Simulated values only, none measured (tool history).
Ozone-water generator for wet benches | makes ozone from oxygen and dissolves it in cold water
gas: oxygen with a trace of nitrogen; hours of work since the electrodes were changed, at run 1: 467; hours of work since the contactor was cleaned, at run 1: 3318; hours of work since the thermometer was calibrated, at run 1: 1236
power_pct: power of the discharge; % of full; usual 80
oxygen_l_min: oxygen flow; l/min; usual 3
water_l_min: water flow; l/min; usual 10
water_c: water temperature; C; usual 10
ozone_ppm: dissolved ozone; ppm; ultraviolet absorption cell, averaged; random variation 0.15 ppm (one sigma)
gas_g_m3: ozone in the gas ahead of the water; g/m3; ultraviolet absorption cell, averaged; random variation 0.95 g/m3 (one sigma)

run	hour	power_pct	oxygen_l_min	water_l_min	water_c	hours of work since the electrodes were changed	hours of work since the contactor was cleaned	hours of work since the thermometer was calibrated	ozone_ppm	gas_g_m3
1	0	80	3	10	10	467	3318	1236	16.9	159.6
2	54.3	80	3	12	10	507	3358	1276	13.9	161.2
3	104.7	80	3	10	12	544	3395	1314	16.4	158.7
4	169.2	80	3	10	10	591	3443	1361	16.5	158.2
5	218.8	80	3	10	10	628	3479	1398	16.5	157.9
6	290.3	80	3	13	10	681	3532	1450	12.8	159.5
7	392.8	80	1.53	10	10	756	3608	1526	15.9	237.8
8	463.5	80	1.53	10	10	809	3660	1578	15.8	235.2
9	547.5	80	1.53	10	10	870	3722	1640	15.8	235
10	600	80	1.53	10	10	909	3760	1679	15.6	232.8
11	664.6	80	3	10	9	957	3808	1726	16.6	157.6
12	722.4	54	3	10	10	999	3851	1769	11.5	109.2
13	795.1	54	3	10	10	1053	3904	1823	11.6	109.2
14	844.3	80	3	10	10	1089	3941	1859	16.3	157.3
15	929.8	80	3	10	10	1152	4004	1922	16.2	156.5
# hour 974.6: contactor cleaned
16	1008.1	80	3	10	10	1207	25	1977	17.3	155.9
17	1089.1	80	3	10	10	1267	84	2037	17.2	154.9
18	1142.1	42	3	10	5	1306	123	2076	10.1	86.7
19	1254.3	48	3	10	14	1389	206	2158	10.2	95.9
20	1350.4	57	1.58	10	7	1460	277	2229	12.5	167.2
21	1415.8	57	1.58	10	7	1508	325	2277	12.2	165.9
22	1503.2	57	1.58	10	7	1572	390	2342	12.1	166.5
23	1561.5	57	3.34	10	15	1615	433	2385	11.3	106.5
24	1653.1	50	1.65	14	6	1683	500	2452	7.3	144.4
25	1739.6	80	3	11	10	1747	564	2516	14.9	153.2
26	1832	80	1.86	11	8	1815	632	2584	14.9	204.2
27	1891.5	80	3	11	10	1859	676	2628	14.9	152
28	1969.8	80	3	11	10	1916	734	2686	15	152.5
29	2037.7	80	3	11	10	1966	784	2736	15	152.3
30	2083.8	47	2.77	6	10	2000	818	2770	15.7	98.7
31	2173.3	47	1.62	6	10	2066	884	2836	16.5	136.5
32	2238.2	80	3.41	13	9	2114	932	2884	12.9	139.1
33	2315.1	80	3.41	13	9	2171	989	2941	12.6	138.4

Forecast each of these 3 alternatives for the next run:
A	2399	58	3	10	10	2233	1050	3003	?	?
B	2399	83	3.41	15	16	2233	1050	3003	?	?
C	2399	92	4.4	13	9	2233	1050	3003	?	?

run	ozone_ppm	gas_g_m3
A	12.3	114.4
B	10.3	142.6
C	14.3	134.9
Without the tool's hidden state the same runs would have given:
run	ozone_ppm	gas_g_m3
A	13.3	120.7
B	11.5	153.7
C	15.9	146.4
